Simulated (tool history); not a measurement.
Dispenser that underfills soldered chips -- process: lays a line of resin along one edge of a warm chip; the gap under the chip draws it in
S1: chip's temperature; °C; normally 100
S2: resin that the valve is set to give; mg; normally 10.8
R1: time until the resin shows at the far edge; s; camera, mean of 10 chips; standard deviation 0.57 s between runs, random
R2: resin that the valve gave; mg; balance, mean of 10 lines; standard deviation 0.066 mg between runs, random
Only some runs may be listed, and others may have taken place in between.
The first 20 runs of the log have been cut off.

{"hour": 250.9, "done": "dispensing valve cleaned and set on the balance"}
{"hour": 252.5, "done": "new syringe of resin"}
{"run": 21, "hour": 260.5, "S1": 114, "S2": 10.8, "R1": 45.9, "R2": 10.83}
{"hour": 263.1, "done": "new syringe of resin"}
{"run": 22, "hour": 268.7, "S1": 88, "S2": 10.8, "R1": 93.8, "R2": 10.71}
{"hour": 272.9, "done": "new syringe of resin"}
{"run": 23, "hour": 280.4, "S1": 93, "S2": 10.9, "R1": 85.5, "R2": 10.81}
{"hour": 283.0, "done": "new syringe of resin"}
{"hour": 292.7, "done": "new syringe of resin"}
{"run": 24, "hour": 296.5, "S1": 106, "S2": 11.7, "R1": 47.3, "R2": 11.6}
{"hour": 302.5, "done": "new syringe of resin"}
{"hour": 312.4, "done": "new syringe of resin"}
{"run": 25, "hour": 312.9, "S1": 108, "S2": 12.9, "R1": 37.8, "R2": 12.74}
{"run": 26, "hour": 320.9, "S1": 89, "S2": 12.2, "R1": 100.1, "R2": 11.99}
{"hour": 322.5, "done": "new syringe of resin"}
{"hour": 332.2, "done": "new syringe of resin"}
{"run": 27, "hour": 334.7, "S1": 89, "S2": 12.2, "R1": 79.6, "R2": 11.94}
{"hour": 342.2, "done": "new syringe of resin"}
{"run": 28, "hour": 350.4, "S1": 90, "S2": 12.4, "R1": 98.3, "R2": 12.06}
{"hour": 352.1, "done": "new syringe of resin"}
{"run": 29, "hour": 359.3, "S1": 106, "S2": 13.2, "R1": 54.2, "R2": 12.85}
{"hour": 361.9, "done": "new syringe of resin"}
{"hour": 371.7, "done": "new syringe of resin"}
{"run": 30, "hour": 375.9, "S1": 106, "S2": 13.2, "R1": 47.9, "R2": 12.8}

Run 31 is up next; what results do you expect?
{"hour": 382.3, "done": "new syringe of resin"}
{"run": 31, "hour": 386.8, "S1": 100, "S2": 12.0, "R1": "?", "R2": "?"}

Run 31 measured R1 61.1 s, R2 11.50 mg.
On a tool with no hidden condition, and with the same random variation, this run would have come out at R1 48.0 s, R2 11.97 mg.
